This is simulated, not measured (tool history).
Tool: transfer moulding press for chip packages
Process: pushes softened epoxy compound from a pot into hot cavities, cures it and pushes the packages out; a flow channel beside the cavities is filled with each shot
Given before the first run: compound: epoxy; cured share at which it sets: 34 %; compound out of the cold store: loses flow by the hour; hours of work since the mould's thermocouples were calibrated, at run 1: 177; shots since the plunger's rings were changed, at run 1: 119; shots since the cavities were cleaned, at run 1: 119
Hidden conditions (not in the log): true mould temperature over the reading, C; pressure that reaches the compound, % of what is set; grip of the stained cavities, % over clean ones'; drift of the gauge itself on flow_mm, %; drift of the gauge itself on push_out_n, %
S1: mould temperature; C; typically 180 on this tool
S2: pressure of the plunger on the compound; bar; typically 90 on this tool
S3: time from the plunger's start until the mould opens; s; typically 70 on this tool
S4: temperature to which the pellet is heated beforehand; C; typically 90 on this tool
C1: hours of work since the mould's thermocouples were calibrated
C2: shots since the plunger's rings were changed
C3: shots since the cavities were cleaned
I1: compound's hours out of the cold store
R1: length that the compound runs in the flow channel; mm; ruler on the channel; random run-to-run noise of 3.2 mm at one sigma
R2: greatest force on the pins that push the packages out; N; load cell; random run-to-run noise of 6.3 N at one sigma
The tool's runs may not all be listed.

{"run": 1, "hour": 0.0, "S1": 180, "S2": 90, "S3": 70, "S4": 90, "C1": 177, "C2": 119, "C3": 119, "I1": 35.9, "R1": 743, "R2": 320}
{"hour": 40.1, "done": "cavities cleaned with cleaning compound and waxed"}
{"run": 2, "hour": 68.6, "S1": 180, "S2": 90, "S3": 70, "S4": 90, "C1": 207, "C2": 742, "C3": 264, "I1": 47.7, "R1": 685, "R2": 397}
{"hour": 89.4, "done": "cavities cleaned with cleaning compound and waxed"}
{"run": 3, "hour": 121.8, "S1": 180, "S2": 90, "S3": 70, "S4": 90, "C1": 230, "C2": 1221, "C3": 301, "I1": 24.3, "R1": 784, "R2": 403}
{"hour": 140.2, "done": "cavities cleaned with cleaning compound and waxed"}
{"run": 4, "hour": 185.2, "S1": 180, "S2": 90, "S3": 70, "S4": 90, "C1": 257, "C2": 1795, "C3": 417, "I1": 39.5, "R1": 708, "R2": 454}
{"hour": 193.0, "done": "cavities cleaned with cleaning compound and waxed"}
{"run": 5, "hour": 236.1, "S1": 180, "S2": 90, "S3": 51, "S4": 90, "C1": 279, "C2": 2253, "C3": 400, "I1": 26.7, "R1": 757, "R2": 962}
{"hour": 243.3, "done": "cavities cleaned with cleaning compound and waxed"}
{"hour": 293.2, "done": "cavities cleaned with cleaning compound and waxed"}
{"run": 6, "hour": 303.5, "S1": 180, "S2": 76.9, "S3": 51, "S4": 90, "C1": 307, "C2": 2851, "C3": 96, "I1": 27.3, "R1": 689, "R2": 759}
{"run": 7, "hour": 333.3, "S1": 180, "S2": 90, "S3": 70, "S4": 90, "C1": 320, "C2": 3127, "C3": 372, "I1": 20.7, "R1": 771, "R2": 457}
{"hour": 343.3, "done": "cavities cleaned with cleaning compound and waxed"}
{"hour": 351.9, "done": "plunger's sealing rings changed"}
{"run": 8, "hour": 365.7, "S1": 180, "S2": 90, "S3": 70, "S4": 90, "C1": 333, "C2": 128, "C3": 185, "I1": 9.9, "R1": 877, "R2": 375}
{"hour": 396.2, "done": "cavities cleaned with cleaning compound and waxed"}
{"run": 9, "hour": 407.3, "S1": 180, "S2": 90, "S3": 70, "S4": 90, "C1": 351, "C2": 500, "C3": 103, "I1": 35, "R1": 746, "R2": 305}
{"hour": 450.7, "done": "cavities cleaned with cleaning compound and waxed"}
{"run": 10, "hour": 472.1, "S1": 180, "S2": 90, "S3": 70, "S4": 90, "C1": 379, "C2": 1087, "C3": 199, "I1": 21.1, "R1": 803, "R2": 380}
{"hour": 505.0, "done": "cavities cleaned with cleaning compound and waxed"}
{"run": 11, "hour": 521.2, "S1": 180, "S2": 90, "S3": 70, "S4": 90, "C1": 400, "C2": 1528, "C3": 150, "I1": 45.1, "R1": 687, "R2": 346}
{"hour": 555.6, "done": "cavities cleaned with cleaning compound and waxed"}
{"run": 12, "hour": 557.4, "S1": 180, "S2": 90, "S3": 70, "S4": 90, "C1": 415, "C2": 1850, "C3": 17, "I1": 20.2, "R1": 800, "R2": 290}
{"run": 13, "hour": 599.9, "S1": 180, "S2": 90, "S3": 95, "S4": 90, "C1": 434, "C2": 2245, "C3": 412, "I1": 12.8, "R1": 832, "R2": 345}
{"hour": 607.9, "done": "cavities cleaned with cleaning compound and waxed"}
{"run": 14, "hour": 638.5, "S1": 180, "S2": 90, "S3": 95, "S4": 90, "C1": 450, "C2": 2589, "C3": 284, "I1": 10.1, "R1": 837, "R2": 315}
{"hour": 660.6, "done": "cavities cleaned with cleaning compound and waxed"}
{"run": 15, "hour": 696.7, "S1": 180, "S2": 97.9, "S3": 65, "S4": 97, "C1": 475, "C2": 3114, "C3": 335, "I1": 28.8, "R1": 773, "R2": 499}
{"hour": 715.8, "done": "plunger's sealing rings changed"}
{"hour": 717.3, "done": "cavities cleaned with cleaning compound and waxed"}
{"run": 16, "hour": 730.6, "S1": 180, "S2": 99.3, "S3": 81, "S4": 88, "C1": 488, "C2": 123, "C3": 123, "I1": 34.4, "R1": 795, "R2": 266}
{"hour": 768.7, "done": "cavities cleaned with cleaning compound and waxed"}
{"run": 17, "hour": 795.6, "S1": 180, "S2": 99.3, "S3": 69, "S4": 96, "C1": 516, "C2": 713, "C3": 250, "I1": 27.3, "R1": 817, "R2": 425}
{"hour": 817.9, "done": "cavities cleaned with cleaning compound and waxed"}
{"run": 18, "hour": 859.9, "S1": 180, "S2": 97.7, "S3": 69, "S4": 96, "C1": 544, "C2": 1294, "C3": 389, "I1": 34.7, "R1": 761, "R2": 463}
{"hour": 871.8, "done": "cavities cleaned with cleaning compound and waxed"}
{"run": 19, "hour": 912.1, "S1": 180, "S2": 97.7, "S3": 69, "S4": 96, "C1": 566, "C2": 1765, "C3": 374, "I1": 11.8, "R1": 874, "R2": 501}
{"hour": 922.2, "done": "cavities cleaned with cleaning compound and waxed"}
{"hour": 971.5, "done": "cavities cleaned with cleaning compound and waxed"}
{"run": 20, "hour": 975.4, "S1": 183, "S2": 69, "S3": 93, "S4": 92, "C1": 593, "C2": 2324, "C3": 36, "I1": 31.9, "R1": 638, "R2": 208}
{"hour": 997.1, "done": "mould's thermocouples calibrated"}
{"hour": 1022.8, "done": "cavities cleaned with cleaning compound and waxed"}
{"run": 21, "hour": 1025.7, "S1": 183, "S2": 69, "S3": 73, "S4": 100, "C1": 12, "C2": 2758, "C3": 27, "I1": 30.9, "R1": 630, "R2": 222}
{"hour": 1074.1, "done": "cavities cleaned with cleaning compound and waxed"}
{"hour": 1082.1, "done": "plunger's sealing rings changed"}
{"run": 22, "hour": 1098.7, "S1": 183, "S2": 69, "S3": 73, "S4": 100, "C1": 42, "C2": 154, "C3": 205, "I1": 12.9, "R1": 743, "R2": 307}
{"hour": 1126.3, "done": "cavities cleaned with cleaning compound and waxed"}
{"run": 23, "hour": 1142.3, "S1": 180, "S2": 105.4, "S3": 70, "S4": 90, "C1": 61, "C2": 545, "C3": 149, "I1": 11.4, "R1": 924, "R2": 360}
{"hour": 1178.0, "done": "cavities cleaned with cleaning compound and waxed"}
{"run": 24, "hour": 1191.5, "S1": 180, "S2": 76.6, "S3": 78, "S4": 90, "C1": 82, "C2": 987, "C3": 125, "I1": 9.4, "R1": 795, "R2": 292}
{"hour": 1230.6, "done": "cavities cleaned with cleaning compound and waxed"}
{"run": 25, "hour": 1247.0, "S1": 180, "S2": 76.6, "S3": 78, "S4": 90, "C1": 106, "C2": 1488, "C3": 152, "I1": 24.1, "R1": 715, "R2": 286}
{"hour": 1281.6, "done": "cavities cleaned with cleaning compound and waxed"}
{"run": 26, "hour": 1304.7, "S1": 182, "S2": 79.8, "S3": 63, "S4": 84, "C1": 131, "C2": 2009, "C3": 215, "I1": 34.7, "R1": 670, "R2": 413}

What if the next run were any one of these 4? Each begins from the tool's condition after run 26:
{"hour": 1332.2, "done": "cavities cleaned with cleaning compound and waxed"}
{"run": "A", "hour": 1348.4, "S1": 180, "S2": 90, "S3": 61, "S4": 90, "C1": 149, "C2": 2400, "C3": 151, "I1": 31.8, "R1": "?", "R2": "?"}
{"hour": 1332.2, "done": "cavities cleaned with cleaning compound and waxed"}
{"run": "B", "hour": 1348.4, "S1": 182, "S2": 79.8, "S3": 77, "S4": 81, "C1": 149, "C2": 2400, "C3": 151, "I1": 31.9, "R1": "?", "R2": "?"}
{"hour": 1332.2, "done": "cavities cleaned with cleaning compound and waxed"}
{"run": "C", "hour": 1348.4, "S1": 182, "S2": 79.8, "S3": 96, "S4": 84, "C1": 149, "C2": 2400, "C3": 151, "I1": 31.3, "R1": "?", "R2": "?"}
{"hour": 1332.2, "done": "cavities cleaned with cleaning compound and waxed"}
{"run": "D", "hour": 1348.4, "S1": 180, "S2": 90, "S3": 70, "S4": 91, "C1": 149, "C2": 2400, "C3": 151, "I1": 40.2, "R1": "?", "R2": "?"}

run=A R1=733 R2=456
run=B R1=687 R2=274
run=C R1=688 R2=260
run=D R1=690 R2=328
Had the tool no hidden state, the same runs would have come out as:
run=A R1=767 R2=335
run=B R1=719 R2=204
run=C R1=721 R2=195
run=D R1=723 R2=242
